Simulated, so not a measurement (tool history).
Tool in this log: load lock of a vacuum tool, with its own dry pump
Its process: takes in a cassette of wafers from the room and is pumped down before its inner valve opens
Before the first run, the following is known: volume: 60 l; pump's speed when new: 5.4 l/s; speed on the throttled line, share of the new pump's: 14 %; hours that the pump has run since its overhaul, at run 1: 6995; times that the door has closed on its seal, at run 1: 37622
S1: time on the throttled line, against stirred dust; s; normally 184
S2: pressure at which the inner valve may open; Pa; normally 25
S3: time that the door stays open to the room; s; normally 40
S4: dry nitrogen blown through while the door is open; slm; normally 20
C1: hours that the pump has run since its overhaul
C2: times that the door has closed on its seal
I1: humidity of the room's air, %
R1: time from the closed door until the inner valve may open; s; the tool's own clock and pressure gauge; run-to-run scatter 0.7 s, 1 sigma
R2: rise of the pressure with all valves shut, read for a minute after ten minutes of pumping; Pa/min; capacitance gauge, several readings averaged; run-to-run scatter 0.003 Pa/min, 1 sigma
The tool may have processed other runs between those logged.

run 1 hour=0.0 | S1=184 S2=25 S3=40 S4=20 | C1=6995 C2=37622 | I1=43.4 | R1=253.1 R2=0.211
run 2 hour=458.8 | S1=184 S2=25 S3=40 S4=20 | C1=7454 C2=38573 | I1=46.7 | R1=253.1 R2=0.220
run 3 hour=821.3 | S1=184 S2=25 S3=40 S4=20 | C1=7817 C2=39324 | I1=44.5 | R1=252.7 R2=0.225
run 4 hour=1234.8 | S1=184 S2=25 S3=40 S4=20 | C1=8230 C2=40180 | I1=43.3 | R1=254.5 R2=0.238
run 5 hour=1580.5 | S1=184 S2=25 S3=40 S4=20 | C1=8576 C2=40896 | I1=44.2 | R1=253.6 R2=0.239
run 6 hour=1997.3 | S1=93 S2=25 S3=207 S4=10 | C1=8993 C2=41760 | I1=45.9 | R1=176.6 R2=0.339
run 7 hour=2448.6 | S1=108 S2=25 S3=40 S4=20 | C1=9444 C2=42695 | I1=42.8 | R1=190.6 R2=0.253
run 8 hour=2710.8 | S1=108 S2=25 S3=216 S4=20 | C1=9706 C2=43238 | I1=47.6 | R1=190.1 R2=0.339
run 9 hour=3012.3 | S1=108 S2=25 S3=216 S4=20 | C1=10008 C2=43862 | I1=48.2 | R1=190.1 R2=0.339
run 10 hour=3430.4 | S1=108 S2=40 S3=66 S4=7 | C1=10426 C2=44728 | I1=43.5 | R1=184.8 R2=0.303

What if the next run were any one of these 3? Each begins from the tool's condition after run 10:
run A hour=3654.1 | S1=302 S2=40 S3=66 S4=7 | C1=10649 C2=45192 | I1=43.0 | R1=? R2=?
run B hour=3654.1 | S1=205 S2=19 S3=66 S4=7 | C1=10649 C2=45192 | I1=42.6 | R1=? R2=?
run C hour=3654.1 | S1=100 S2=25 S3=40 S4=20 | C1=10649 C2=45192 | I1=46.3 | R1=? R2=?

run=A R1=348.7 R2=0.303
run=B R1=278.2 R2=0.306
run=C R1=183.9 R2=0.279
Had the tool no hidden state, the same runs would have come out as:
run=A R1=345.2 R2=0.065
run=B R1=272.7 R2=0.065
run=C R1=177.7 R2=0.043
